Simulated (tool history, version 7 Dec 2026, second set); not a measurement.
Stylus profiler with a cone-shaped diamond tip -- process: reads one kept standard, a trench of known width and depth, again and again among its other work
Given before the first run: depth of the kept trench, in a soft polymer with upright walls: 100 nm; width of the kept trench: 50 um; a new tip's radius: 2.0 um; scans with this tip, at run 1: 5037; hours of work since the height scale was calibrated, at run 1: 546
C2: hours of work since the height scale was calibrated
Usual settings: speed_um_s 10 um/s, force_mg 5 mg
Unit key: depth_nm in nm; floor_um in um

{"run": 1, "hour": 0.0, "speed_um_s": 10, "force_mg": 5, "scans with this tip": 5037, "C2": 546, "depth_nm": 102.09, "floor_um": 48.64}
{"run": 2, "hour": 56.7, "speed_um_s": 10, "force_mg": 5, "scans with this tip": 5331, "C2": 578, "depth_nm": 102.21, "floor_um": 48.63}
{"run": 3, "hour": 109.4, "speed_um_s": 30, "force_mg": 5, "scans with this tip": 5603, "C2": 608, "depth_nm": 102.13, "floor_um": 48.54}
{"run": 4, "hour": 202.0, "speed_um_s": 30, "force_mg": 5, "scans with this tip": 6083, "C2": 660, "depth_nm": 102.1, "floor_um": 48.62}
{"run": 5, "hour": 287.2, "speed_um_s": 30, "force_mg": 5, "scans with this tip": 6524, "C2": 707, "depth_nm": 102.06, "floor_um": 48.58}
{"run": 6, "hour": 386.5, "speed_um_s": 30, "force_mg": 5, "scans with this tip": 7038, "C2": 763, "depth_nm": 102.09, "floor_um": 48.57}
{"run": 7, "hour": 478.2, "speed_um_s": 30, "force_mg": 5, "scans with this tip": 7513, "C2": 815, "depth_nm": 102, "floor_um": 48.57}
{"run": 8, "hour": 551.6, "speed_um_s": 30, "force_mg": 5, "scans with this tip": 7893, "C2": 856, "depth_nm": 102.04, "floor_um": 48.55}
{"run": 9, "hour": 607.8, "speed_um_s": 30, "force_mg": 5, "scans with this tip": 8183, "C2": 887, "depth_nm": 101.99, "floor_um": 48.51}
{"run": 10, "hour": 662.2, "speed_um_s": 30, "force_mg": 7.47, "scans with this tip": 8465, "C2": 918, "depth_nm": 102.73, "floor_um": 48.55}
{"run": 11, "hour": 751.7, "speed_um_s": 30, "force_mg": 7.47, "scans with this tip": 8929, "C2": 968, "depth_nm": 102.71, "floor_um": 48.55}
{"run": 12, "hour": 851.3, "speed_um_s": 22, "force_mg": 3.03, "scans with this tip": 9445, "C2": 1024, "depth_nm": 101.29, "floor_um": 48.49}
{"run": 13, "hour": 931.9, "speed_um_s": 3, "force_mg": 10.29, "scans with this tip": 9862, "C2": 1069, "depth_nm": 103.48, "floor_um": 48.55}
{"run": 14, "hour": 977.7, "speed_um_s": 3, "force_mg": 5.55, "scans with this tip": 10098, "C2": 1095, "depth_nm": 102.09, "floor_um": 48.55}
{"hour": 982.9, "done": "height scale calibrated on a step standard"}
{"run": 15, "hour": 1063.9, "speed_um_s": 10, "force_mg": 9.8, "scans with this tip": 10542, "C2": 45, "depth_nm": 103.16, "floor_um": 48.51}
{"run": 16, "hour": 1158.8, "speed_um_s": 5, "force_mg": 8.92, "scans with this tip": 11034, "C2": 99, "depth_nm": 102.98, "floor_um": 48.53}
{"run": 17, "hour": 1201.9, "speed_um_s": 5, "force_mg": 8.92, "scans with this tip": 11257, "C2": 123, "depth_nm": 102.87, "floor_um": 48.47}
{"run": 18, "hour": 1244.9, "speed_um_s": 2, "force_mg": 11.74, "scans with this tip": 11479, "C2": 147, "depth_nm": 103.53, "floor_um": 48.54}
{"run": 19, "hour": 1325.7, "speed_um_s": 2, "force_mg": 8.07, "scans with this tip": 11898, "C2": 192, "depth_nm": 102.68, "floor_um": 48.49}
{"run": 20, "hour": 1395.2, "speed_um_s": 29, "force_mg": 12.92, "scans with this tip": 12258, "C2": 231, "depth_nm": 103.86, "floor_um": 48.47}
{"run": 21, "hour": 1435.8, "speed_um_s": 29, "force_mg": 12.92, "scans with this tip": 12468, "C2": 254, "depth_nm": 103.85, "floor_um": 48.5}
{"run": 22, "hour": 1529.0, "speed_um_s": 5, "force_mg": 10.18, "scans with this tip": 12950, "C2": 307, "depth_nm": 103.13, "floor_um": 48.46}

Some steps in depth_nm, run to run, broken into two amounts with sign: the step expected even without the hidden condition (settings, incoming material, random variation), and the rest, left for the hidden condition together with whatever gauge scatter is not in both the measured and the hidden-condition-free result:
Hidden state at play: radius of the tip, um; height scale over the true one, %; drift of the gauge itself on depth_nm, %; drift of the gauge itself on floor_um, %.
Run 1 -> 2: nothing adjusted, nothing logged. depth_nm +0.12 nm: hidden state -0.02, all else +0.14.
Run 11 -> 12: speed_um_s 30 -> 22, force_mg 7.47 -> 3.03. depth_nm -1.42 nm: hidden state -0.02, all else -1.4.
Run 12 -> 13: speed_um_s 22 -> 3, force_mg 3.03 -> 10.29. depth_nm +2.19 nm: hidden state -0.02, all else +2.21.
Run 14 -> 15: speed_um_s 3 -> 10, force_mg 5.55 -> 9.8, height scale calibrated on a step standard. depth_nm +1.07 nm: hidden state -0.1, all else +1.17.
